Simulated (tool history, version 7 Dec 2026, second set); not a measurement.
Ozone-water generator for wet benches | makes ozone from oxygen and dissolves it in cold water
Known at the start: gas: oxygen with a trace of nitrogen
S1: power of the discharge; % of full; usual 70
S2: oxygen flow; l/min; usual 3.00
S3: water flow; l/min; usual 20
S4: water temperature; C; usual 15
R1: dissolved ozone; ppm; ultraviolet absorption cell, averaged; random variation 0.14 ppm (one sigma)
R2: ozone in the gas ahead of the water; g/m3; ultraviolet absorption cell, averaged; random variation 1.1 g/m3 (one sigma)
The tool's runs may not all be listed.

run 1 hour=0.0 | S1=70 S2=3.00 S3=20 S4=15 | R1=15.7 R2=199.3
run 2 hour=64.0 | S1=70 S2=3.00 S3=20 S4=15 | R1=16.0 R2=195.4
run 3 hour=98.0 | S1=70 S2=3.00 S3=20 S4=15 | R1=16.0 R2=194.1
run 4 hour=153.5 | S1=74 S2=3.00 S3=20 S4=15 | R1=16.8 R2=203.9
run 5 hour=182.6 | S1=74 S2=3.00 S3=20 S4=15 | R1=16.7 R2=203.8
run 6 hour=222.1 | S1=70 S2=3.00 S3=24 S4=15 | R1=13.9 R2=196.9
run 7 hour=283.9 | S1=70 S2=3.00 S3=15 S4=15 | R1=19.8 R2=195.0
run 8 hour=345.9 | S1=70 S2=3.00 S3=20 S4=15 | R1=16.2 R2=194.8
run 9 hour=413.5 | S1=70 S2=3.00 S3=20 S4=15 | R1=15.8 R2=197.0
run 10 hour=481.0 | S1=44 S2=3.00 S3=20 S4=15 | R1=11.4 R2=138.4
-- hour=540.1 water thermometer calibrated
run 11 hour=551.7 | S1=70 S2=3.00 S3=17 S4=15 | R1=18.1 R2=197.4
run 12 hour=591.6 | S1=70 S2=3.00 S3=17 S4=15 | R1=18.1 R2=195.4
run 13 hour=636.4 | S1=70 S2=3.00 S3=20 S4=15 | R1=15.8 R2=195.1
-- hour=705.2 water thermometer calibrated, once more
run 14 hour=708.0 | S1=70 S2=3.00 S3=20 S4=15 | R1=15.9 R2=194.2
run 15 hour=763.5 | S1=70 S2=3.00 S3=20 S4=15 | R1=15.8 R2=196.7
run 16 hour=820.4 | S1=70 S2=3.00 S3=20 S4=15 | R1=15.8 R2=194.3
run 17 hour=862.9 | S1=70 S2=3.00 S3=20 S4=15 | R1=15.8 R2=195.5
run 18 hour=911.5 | S1=68 S2=3.00 S3=22 S4=15 | R1=14.0 R2=188.9
run 19 hour=943.5 | S1=68 S2=3.00 S3=22 S4=15 | R1=14.2 R2=189.6
run 20 hour=982.5 | S1=68 S2=3.00 S3=22 S4=15 | R1=14.1 R2=191.1
run 21 hour=1018.9 | S1=67 S2=3.60 S3=22 S4=10 | R1=15.5 R2=171.3
run 22 hour=1053.5 | S1=67 S2=3.60 S3=22 S4=10 | R1=15.3 R2=171.4
run 23 hour=1115.2 | S1=44 S2=3.00 S3=20 S4=9 | R1=12.0 R2=139.4
run 24 hour=1164.9 | S1=100 S2=2.54 S3=20 S4=9 | R1=20.8 R2=269.2
run 25 hour=1220.2 | S1=100 S2=2.54 S3=20 S4=9 | R1=20.5 R2=268.9
run 26 hour=1277.6 | S1=100 S2=2.54 S3=20 S4=9 | R1=20.6 R2=269.1
run 27 hour=1328.8 | S1=70 S2=3.00 S3=17 S4=22 | R1=16.3 R2=193.1
run 28 hour=1394.0 | S1=70 S2=2.12 S3=17 S4=21 | R1=15.9 R2=229.5
run 29 hour=1451.9 | S1=70 S2=4.06 S3=20 S4=8 | R1=17.7 R2=165.4
run 30 hour=1496.2 | S1=76 S2=4.06 S3=29 S4=8 | R1=14.0 R2=175.7
run 31 hour=1525.7 | S1=85 S2=3.87 S3=20 S4=15 | R1=18.8 R2=195.4
run 32 hour=1575.6 | S1=85 S2=3.87 S3=20 S4=15 | R1=18.6 R2=194.7
run 33 hour=1607.6 | S1=51 S2=3.87 S3=20 S4=13 | R1=13.5 R2=135.4

3 ways to go on from here, each from the tool as it stands after run 33. What would each give?
run A hour=1644.1 | S1=74 S2=2.31 S3=20 S4=9 | R1=? R2=?
run B hour=1644.1 | S1=60 S2=3.87 S3=32 S4=13 | R1=? R2=?
run C hour=1644.1 | S1=66 S2=3.85 S3=12 S4=15 | R1=? R2=?

run=A R1=16.0 R2=226.3
run=B R1=10.1 R2=152.9
run=C R1=22.4 R2=162.8
Without the tool's hidden state the same runs would have given:
run=A R1=16.9 R2=237.4
run=B R1=10.6 R2=159.3
run=C R1=23.6 R2=170.1
